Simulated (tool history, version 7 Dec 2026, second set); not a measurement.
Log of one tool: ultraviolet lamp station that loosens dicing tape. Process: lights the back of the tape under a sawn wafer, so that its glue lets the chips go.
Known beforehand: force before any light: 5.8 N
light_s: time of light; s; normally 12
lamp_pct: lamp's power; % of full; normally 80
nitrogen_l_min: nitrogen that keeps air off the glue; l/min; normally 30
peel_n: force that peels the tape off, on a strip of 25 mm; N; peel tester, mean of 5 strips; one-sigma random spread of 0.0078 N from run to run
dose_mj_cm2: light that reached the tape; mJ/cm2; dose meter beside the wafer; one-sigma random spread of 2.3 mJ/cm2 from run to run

run	hour	light_s	lamp_pct	nitrogen_l_min	peel_n	dose_mj_cm2
1	0	12	80	30	0.343	213
# hour 28.8: window cleaned of glue's vapour
2	41.9	12	80	30	0.385	203
3	80	19	80	30	0.232	318
4	124.6	19	80	30	0.235	310
5	185	12	80	30	0.411	189
# hour 217.9: window cleaned of glue's vapour, once more
6	247.3	16	80	30	0.245	304
7	273.6	12	80	20	0.385	220
8	329.7	12	80	20	0.403	219
9	389	23	91	38	0.217	468
10	450.6	23	91	38	0.211	461
11	498.9	9	75	32	0.667	141
12	528.5	6	76	38	1.144	97
13	561.6	6	76	38	1.219	97
14	608.7	7	83	30	0.941	125
15	637.6	23	96	30	0.224	448

Below are 5 alternative next runs, each starting from the tool's condition after run 15. Predict each:
A	697.7	23	96	44	?	?
B	697.7	23	96	9	?	?
C	697.7	18	96	30	?	?
D	697.7	23	62	32	?	?
E	697.7	17	90	54	?	?

run	peel_n	dose_mj_cm2
A	0.218	441
B	0.228	445
C	0.224	342
D	0.251	286
E	0.229	303
Stripped of hidden state, with their random variation kept, the same runs would have yielded:
run	peel_n	dose_mj_cm2
A	0.216	559
B	0.208	563
C	0.211	434
D	0.222	362
E	0.217	384
